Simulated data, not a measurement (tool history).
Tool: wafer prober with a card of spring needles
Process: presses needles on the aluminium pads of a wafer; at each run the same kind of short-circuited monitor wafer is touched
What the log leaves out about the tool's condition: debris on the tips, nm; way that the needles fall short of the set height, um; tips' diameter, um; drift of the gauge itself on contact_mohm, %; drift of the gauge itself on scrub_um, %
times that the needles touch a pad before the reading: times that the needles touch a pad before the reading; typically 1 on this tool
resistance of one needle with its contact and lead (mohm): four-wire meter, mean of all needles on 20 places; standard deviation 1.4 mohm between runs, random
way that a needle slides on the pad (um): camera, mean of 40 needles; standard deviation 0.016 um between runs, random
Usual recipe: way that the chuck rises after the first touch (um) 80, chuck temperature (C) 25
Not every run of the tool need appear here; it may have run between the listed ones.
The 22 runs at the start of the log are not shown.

run,hour,way that the chuck rises after the first touch (um),chuck temperature (C),times that the needles touch a pad before the reading,touches since the tips were cleaned,cleanings since the card got new needles,touches since the first contact's height was set,resistance of one needle with its contact and lead (mohm),way that a needle slides on the pad (um)
# hour 350.7: tips cleaned on abrasive film
23,351.4,70,70,2,256,19,158232,138,19.31
24,371.0,70,70,2,7597,19,165573,138,19.33
# hour 372.4: tips cleaned on abrasive film
25,381.9,70,70,2,3559,20,169603,136,19.31
# hour 394.2: tips cleaned on abrasive film
26,397.7,70,70,2,1304,21,175501,136,19.32
# hour 416.3: tips cleaned on abrasive film
27,416.3,67,29,1,0,22,182427,129,18.46
28,427.1,67,34,1,4041,22,186468,132,18.51
29,437.3,82,64,1,7827,22,190254,134,22.65
# hour 439.4: tips cleaned on abrasive film
30,451.9,66,61,3,4674,23,195681,137,18.22
# hour 459.6: height of the first contact set anew
# hour 462.1: tips cleaned on abrasive film
31,468.1,74,28,1,2229,24,3149,132,20.43
# hour 483.9: tips cleaned on abrasive film
32,485.7,74,28,1,693,25,9707,129,20.43
33,496.6,82,37,2,4773,25,13787,132,22.63
# hour 506.0: tips cleaned on abrasive film
34,509.6,82,37,2,1355,26,18603,133,22.63

Alternative continuations, all from the tool just after run 34; predict every row:
A,520.7,79,37,2,5490,26,22738,?,?
B,520.7,74,37,2,5490,26,22738,?,?
C,520.7,80,96,2,5490,26,22738,?,?
D,520.7,80,42,1,5490,26,22738,?,?

run,resistance of one needle with its contact and lead (mohm),way that a needle slides on the pad (um)
A,132,21.80
B,132,20.43
C,142,22.07
D,133,22.06
Without the tool's hidden state the same runs would have given:
run,resistance of one needle with its contact and lead (mohm),way that a needle slides on the pad (um)
A,132,21.80
B,132,20.43
C,142,22.07
D,132,22.06
